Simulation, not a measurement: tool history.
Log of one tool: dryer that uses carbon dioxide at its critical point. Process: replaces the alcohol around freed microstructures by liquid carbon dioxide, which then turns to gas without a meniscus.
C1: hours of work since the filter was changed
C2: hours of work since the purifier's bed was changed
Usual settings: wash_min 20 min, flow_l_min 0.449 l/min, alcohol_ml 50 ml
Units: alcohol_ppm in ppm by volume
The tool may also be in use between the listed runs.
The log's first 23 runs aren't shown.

{"run": 24, "hour": 322.8, "wash_min": 20, "flow_l_min": 0.449, "alcohol_ml": 50, "C1": 14, "C2": 349, "alcohol_ppm": 49}
{"run": 25, "hour": 334.1, "wash_min": 14, "flow_l_min": 0.459, "alcohol_ml": 67, "C1": 23, "C2": 358, "alcohol_ppm": 323}
{"run": 26, "hour": 342.0, "wash_min": 20, "flow_l_min": 0.654, "alcohol_ml": 52, "C1": 29, "C2": 364, "alcohol_ppm": 29}
{"run": 27, "hour": 351.3, "wash_min": 20, "flow_l_min": 0.654, "alcohol_ml": 52, "C1": 36, "C2": 371, "alcohol_ppm": 30}
{"run": 28, "hour": 367.3, "wash_min": 24, "flow_l_min": 0.449, "alcohol_ml": 50, "C1": 49, "C2": 384, "alcohol_ppm": 36}
{"run": 29, "hour": 382.7, "wash_min": 24, "flow_l_min": 0.289, "alcohol_ml": 34, "C1": 61, "C2": 396, "alcohol_ppm": 146}
{"run": 30, "hour": 394.1, "wash_min": 13, "flow_l_min": 0.449, "alcohol_ml": 44, "C1": 69, "C2": 404, "alcohol_ppm": 413}
{"run": 31, "hour": 403.3, "wash_min": 13, "flow_l_min": 0.449, "alcohol_ml": 44, "C1": 77, "C2": 412, "alcohol_ppm": 415}
{"run": 32, "hour": 412.9, "wash_min": 13, "flow_l_min": 0.449, "alcohol_ml": 44, "C1": 84, "C2": 419, "alcohol_ppm": 436}
{"run": 33, "hour": 424.4, "wash_min": 23, "flow_l_min": 0.449, "alcohol_ml": 24, "C1": 93, "C2": 428, "alcohol_ppm": 31}
{"run": 34, "hour": 441.7, "wash_min": 30, "flow_l_min": 0.449, "alcohol_ml": 50, "C1": 106, "C2": 441, "alcohol_ppm": 36}
{"run": 35, "hour": 459.2, "wash_min": 17, "flow_l_min": 0.449, "alcohol_ml": 30, "C1": 120, "C2": 455, "alcohol_ppm": 108}
{"run": 36, "hour": 468.4, "wash_min": 20, "flow_l_min": 0.474, "alcohol_ml": 25, "C1": 127, "C2": 462, "alcohol_ppm": 57}
{"run": 37, "hour": 482.3, "wash_min": 29, "flow_l_min": 0.691, "alcohol_ml": 100, "C1": 138, "C2": 473, "alcohol_ppm": 30}
{"run": 38, "hour": 495.3, "wash_min": 20, "flow_l_min": 0.506, "alcohol_ml": 32, "C1": 148, "C2": 483, "alcohol_ppm": 47}
{"run": 39, "hour": 505.6, "wash_min": 16, "flow_l_min": 0.629, "alcohol_ml": 75, "C1": 156, "C2": 491, "alcohol_ppm": 71}
{"run": 40, "hour": 518.9, "wash_min": 16, "flow_l_min": 0.533, "alcohol_ml": 42, "C1": 166, "C2": 501, "alcohol_ppm": 109}
{"run": 41, "hour": 535.6, "wash_min": 20, "flow_l_min": 0.76, "alcohol_ml": 50, "C1": 179, "C2": 514, "alcohol_ppm": 40}
{"run": 42, "hour": 550.9, "wash_min": 20, "flow_l_min": 0.76, "alcohol_ml": 50, "C1": 191, "C2": 526, "alcohol_ppm": 34}
{"run": 43, "hour": 568.6, "wash_min": 32, "flow_l_min": 0.284, "alcohol_ml": 50, "C1": 204, "C2": 539, "alcohol_ppm": 100}
{"hour": 573.5, "done": "inlet filter changed"}
{"run": 44, "hour": 579.4, "wash_min": 32, "flow_l_min": 0.284, "alcohol_ml": 50, "C1": 5, "C2": 547, "alcohol_ppm": 67}
{"run": 45, "hour": 593.7, "wash_min": 21, "flow_l_min": 0.668, "alcohol_ml": 50, "C1": 16, "C2": 558, "alcohol_ppm": 40}
{"run": 46, "hour": 608.9, "wash_min": 21, "flow_l_min": 0.668, "alcohol_ml": 50, "C1": 27, "C2": 570, "alcohol_ppm": 49}
{"run": 47, "hour": 622.2, "wash_min": 26, "flow_l_min": 0.367, "alcohol_ml": 38, "C1": 38, "C2": 580, "alcohol_ppm": 51}

Forecast each of these 3 alternatives for the next run:
{"run": "A", "hour": 632.7, "wash_min": 26, "flow_l_min": 0.418, "alcohol_ml": 37, "C1": 46, "C2": 588, "alcohol_ppm": "?"}
{"run": "B", "hour": 632.7, "wash_min": 21, "flow_l_min": 0.41, "alcohol_ml": 50, "C1": 46, "C2": 588, "alcohol_ppm": "?"}
{"run": "C", "hour": 632.7, "wash_min": 14, "flow_l_min": 0.449, "alcohol_ml": 50, "C1": 46, "C2": 588, "alcohol_ppm": "?"}

run=A alcohol_ppm=37
run=B alcohol_ppm=76
run=C alcohol_ppm=305
Without the tool's hidden state the same runs would have given:
run=A alcohol_ppm=0
run=B alcohol_ppm=31
run=C alcohol_ppm=221

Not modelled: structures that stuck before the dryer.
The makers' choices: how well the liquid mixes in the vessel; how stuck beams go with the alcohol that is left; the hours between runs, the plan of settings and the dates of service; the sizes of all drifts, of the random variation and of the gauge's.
